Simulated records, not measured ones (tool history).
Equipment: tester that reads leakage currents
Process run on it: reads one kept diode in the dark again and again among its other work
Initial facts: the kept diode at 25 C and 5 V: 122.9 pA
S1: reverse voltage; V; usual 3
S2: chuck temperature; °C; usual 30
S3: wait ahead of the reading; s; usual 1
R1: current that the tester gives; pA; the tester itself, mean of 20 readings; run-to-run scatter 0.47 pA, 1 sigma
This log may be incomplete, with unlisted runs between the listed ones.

run	hour	S1	S2	S3	R1
1	0	3	30	1	142.62
2	114.5	3	30	1	142.01
3	190.7	3	30	1	142.3
4	267.5	3	45	1	503.57
5	361.4	3	45	1	500.74
6	492.6	3	45	1	501.36
7	569.2	3	45	1	499.84
8	640.7	3	45	1	496.65
9	730.5	3	45	1	498.04
10	827.1	3	48	1	628.41
11	901.4	3	30	5	138.72
12	996.4	3	30	5	136.41
13	1097.1	3	30	5	136.66
14	1159.1	3	30	5	137.35
15	1251.1	3	30	5	136.38
16	1373.1	3	30	3.29	135.86
17	1466.9	3	30	3.29	136.2
18	1558.7	3	30	3.29	135.1
19	1661.5	3	30	3.29	135.62
20	1755.7	3	30	3.29	134.85
21	1858	1.59	31	3.29	109.96
22	1914.7	1.59	34	1.24	144
23	2037.6	1.59	34	1.83	143.49
24	2128.3	1.59	34	1.83	143.4
25	2237.9	3.36	30	2	139.9
26	2356.1	1.24	22	3.09	43.17
27	2442.7	1.24	22	3.09	43.48
# hour 2522.3: chuck's temperature calibrated
28	2558.3	1.5	27	0.7	90.12
29	2692.9	16.39	30	4.29	338.33
30	2825.8	16.39	30	4.29	338.91
31	2880.8	2.08	45	2.1	470.3
32	2993.3	2.08	45	2.1	466.01
33	3081.7	1.68	31	1.06	132.04

Pick out some run-to-run changes in R1. Of each, how much would a tool without hidden state show as well, from the settings, what came in and chance, and how much is left for the hidden state and any gauge scatter not in both results compared?
Hidden conditions of the tool in this case: stray current of the dirty probe card, pA a volt; current scale over the true one, %; true chuck temperature over the reading, C; drift of the gauge itself on leakage_pa, %.
Run 3 -> 4: S2 30 -> 45. R1 +361.27 pA: hidden state -33.13, all else +394.4.
Run 10 -> 11: S2 48 -> 30, S3 1 -> 5. R1 -489.69 pA: hidden state +52.57, all else -542.26.
Run 25 -> 26: S1 3.36 -> 1.24, S2 30 -> 22, S3 2 -> 3.09. R1 -96.73 pA: hidden state +15.66, all else -112.39.
Run 32 -> 33: S1 2.08 -> 1.68, S2 45 -> 31, S3 2.1 -> 1.06. R1 -333.97 pA: hidden state +1.02, all else -334.99.

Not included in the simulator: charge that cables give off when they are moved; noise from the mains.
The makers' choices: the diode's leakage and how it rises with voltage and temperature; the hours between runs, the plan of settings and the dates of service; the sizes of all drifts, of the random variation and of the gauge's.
